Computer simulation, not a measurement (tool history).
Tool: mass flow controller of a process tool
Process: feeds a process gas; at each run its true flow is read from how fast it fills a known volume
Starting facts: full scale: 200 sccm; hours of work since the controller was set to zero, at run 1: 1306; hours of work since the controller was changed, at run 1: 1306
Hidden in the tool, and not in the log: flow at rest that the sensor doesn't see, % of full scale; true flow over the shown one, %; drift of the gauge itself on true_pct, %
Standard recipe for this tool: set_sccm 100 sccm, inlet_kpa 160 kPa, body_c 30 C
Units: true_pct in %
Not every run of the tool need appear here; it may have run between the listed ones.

run	hour	set_sccm	inlet_kpa	body_c	hours of work since the controller was set to zero	hours of work since the controller was changed	true_pct
1	0.0	100	160	30	1306	1306	99.47
2	91.7	100	160	30	1339	1339	99.47
3	152.3	100	160	30	1360	1360	99.58
4	223.5	100	160	30	1386	1386	99.62
5	275.1	100	160	30	1404	1404	99.43
6	348.5	100	177	30	1430	1430	99.69
7	443.6	100	160	30	1464	1464	99.37
8	534.5	100	160	30	1496	1496	99.52
9	597.0	100	160	34	1519	1519	99.89
10	656.1	100	160	28	1540	1540	99.63
11	705.3	100	160	28	1557	1557	99.47
12	794.2	100	160	30	1589	1589	99.63
13	874.2	100	160	30	1617	1617	99.71
14	944.5	100	160	30	1642	1642	99.78
15	990.6	100	264	30	1659	1659	100.62
16	1070.9	100	264	30	1687	1687	100.41
17	1118.4	100	160	22	1704	1704	99.29
18	1192.2	100	160	30	1731	1731	99.73
19	1289.7	100	142	30	1765	1765	99.55
20	1386.7	100	142	30	1800	1800	99.59
21	1444.0	100	142	30	1820	1820	99.80
22	1517.2	100	142	30	1846	1846	99.67
23	1591.8	100	142	30	1873	1873	99.65
24	1677.1	37	160	30	1903	1903	99.90
25	1746.8	47	160	30	1928	1928	99.67
26	1826.5	78	226	30	1956	1956	100.24
27	1906.7	84	160	38	1985	1985	100.17
28	1955.3	47	160	25	2002	2002	99.62
29	2002.1	47	187	25	2019	2019	99.72
30	2099.5	168	187	32	2054	2054	100.96
31	2194.4	52	187	37	2087	2087	100.45
32	2263.4	52	187	37	2112	2112	100.34
33	2350.0	22	152	30	2143	2143	101.12
34	2396.8	29	280	33	2160	2160	101.61
35	2476.2	29	280	33	2188	2188	101.66
36	2556.5	36	231	27	2216	2216	100.61
37	2611.7	28	232	27	2236	2236	101.23
38	2657.7	23	279	38	2252	2252	102.54
39	2727.7	23	279	38	2277	2277	102.50
40	2789.9	25	176	30	2300	2300	101.02
41	2886.4	25	176	30	2334	2334	101.35
42	2982.5	100	277	34	2368	2368	101.18
43	3033.7	148	164	34	2386	2386	100.99
44	3105.6	31	222	35	2412	2412	101.49

Forecast each of these 3 alternatives for the next run:
A	3153.5	87	144	21	2429	2429	?
B	3153.5	26	260	39	2429	2429	?
C	3153.5	34	162	33	2429	2429	?

run	true_pct
A	99.54
B	102.36
C	100.84
Without the tool's hidden state the same runs would have given:
run	true_pct
A	97.67
B	98.52
C	97.66
